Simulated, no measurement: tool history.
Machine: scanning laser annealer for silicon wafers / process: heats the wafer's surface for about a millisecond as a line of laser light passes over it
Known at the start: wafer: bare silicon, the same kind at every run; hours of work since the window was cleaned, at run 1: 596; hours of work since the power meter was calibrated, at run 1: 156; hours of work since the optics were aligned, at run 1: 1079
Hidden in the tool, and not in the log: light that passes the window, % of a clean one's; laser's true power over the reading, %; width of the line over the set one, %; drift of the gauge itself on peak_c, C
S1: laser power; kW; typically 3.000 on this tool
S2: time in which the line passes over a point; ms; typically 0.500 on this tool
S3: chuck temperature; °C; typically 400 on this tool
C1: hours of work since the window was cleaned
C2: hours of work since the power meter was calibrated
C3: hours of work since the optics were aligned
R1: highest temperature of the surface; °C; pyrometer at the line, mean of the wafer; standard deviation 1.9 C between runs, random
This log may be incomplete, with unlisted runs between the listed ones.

Run 1, day 0.000: usual settings; C1 596; C2 156; C3 1079. Result: R1 1080 °C.
Run 2, day 1.183: usual settings but S2 0.351 ms; C1 612; C2 171; C3 1094. Result: R1 984 °C.
Run 3, day 1.721: usual settings but S2 0.351 ms; C1 619; C2 178; C3 1101. Result: R1 986 °C.
Run 4, day 2.758: usual settings but S2 0.351 ms; C1 632; C2 191; C3 1115. Result: R1 981 °C.
Run 5, day 3.438: usual settings but S2 0.351 ms; C1 641; C2 200; C3 1124. Result: R1 980 °C.
Run 6, day 4.392: usual settings but S2 0.351 ms; C1 653; C2 213; C3 1136. Result: R1 979 °C.
Run 7, day 4.904: usual settings but S2 0.359 ms; C1 660; C2 219; C3 1143. Result: R1 985 °C.
Run 8, day 5.625: usual settings; C1 669; C2 229; C3 1152. Result: R1 1073 °C.
Run 9, day 6.804: usual settings but S2 0.568 ms; C1 685; C2 244; C3 1167. Result: R1 1106 °C.
Run 10, day 7.692: usual settings but S2 0.568 ms; C1 696; C2 255; C3 1179. Result: R1 1113 °C.
Run 11, day 8.683: usual settings but S2 0.568 ms; C1 709; C2 268; C3 1192. Result: R1 1111 °C.
Run 12, day 9.750: usual settings but S3 414 °C; C1 723; C2 282; C3 1205. Result: R1 1086 °C.
Run 13, day 10.421: usual settings but S3 414 °C; C1 731; C2 291; C3 1214. Result: R1 1089 °C.
Run 14, day 11.479: usual settings but S3 414 °C; C1 745; C2 304; C3 1228. Result: R1 1085 °C.
Run 15, day 12.096: usual settings but S3 414 °C; C1 753; C2 312; C3 1236. Result: R1 1084 °C.
Run 16, day 12.962: usual settings but S3 414 °C; C1 764; C2 324; C3 1247. Result: R1 1083 °C.
Run 17, day 13.671: usual settings but S1 3.036 kW, S2 0.562 ms, S3 373 °C; C1 773; C2 333; C3 1256. Result: R1 1085 °C.
Run 18, day 14.562: usual settings but S2 0.591 ms, S3 387 °C; C1 785; C2 344; C3 1268. Result: R1 1102 °C.
Run 19, day 15.504: usual settings but S1 3.045 kW, S3 398 °C; C1 797; C2 356; C3 1280. Result: R1 1077 °C.
Run 20, day 16.017: usual settings but S3 372 °C; C1 804; C2 363; C3 1286. Result: R1 1037 °C.
Run 21, day 16.867: usual settings but S1 2.575 kW, S3 408 °C; C1 815; C2 374; C3 1297. Result: R1 967 °C.
Run 22, day 17.829: usual settings but S1 2.575 kW, S3 397 °C; C1 827; C2 386; C3 1310. Result: R1 959 °C.
Run 23, day 18.583: usual settings but S1 2.575 kW, S3 397 °C; C1 837; C2 396; C3 1320. Result: R1 957 °C.
Run 24, day 19.171: usual settings but S1 2.969 kW, S2 0.423 ms, S3 385 °C; C1 845; C2 404; C3 1327. Result: R1 999 °C.
At day 20.483: optics aligned, line set to its width.
Run 25, day 20.546: usual settings but S1 3.186 kW, S2 0.440 ms; C1 860; C2 419; C3 1. Result: R1 1089 °C.
Run 26, day 21.258: usual settings but S1 3.145 kW, S2 0.504 ms, S3 390 °C; C1 869; C2 428; C3 10. Result: R1 1103 °C.
Run 27, day 21.954: usual settings but S1 3.005 kW, S2 0.417 ms, S3 426 °C; C1 878; C2 437; C3 19. Result: R1 1057 °C.

What if the next run were any one of these 3? Each begins from the tool's condition after run 27:
Run A, day 22.750: usual settings but S1 3.191 kW, S2 0.417 ms, S3 384 °C; C1 888; C2 447; C3 29. Result: R1 ?.
Run B, day 22.750: usual settings but S1 3.133 kW; C1 888; C2 447; C3 29. Result: R1 ?.
Run C, day 22.750: usual settings but S1 2.660 kW; C1 888; C2 447; C3 29. Result: R1 ?.

run    R1
  A  1053
  B  1111
  C   995
The same runs, with their run-to-run variation unchanged, on a tool lacking any hidden condition would have given:
run    R1
  A  1096
  B  1156
  C  1033
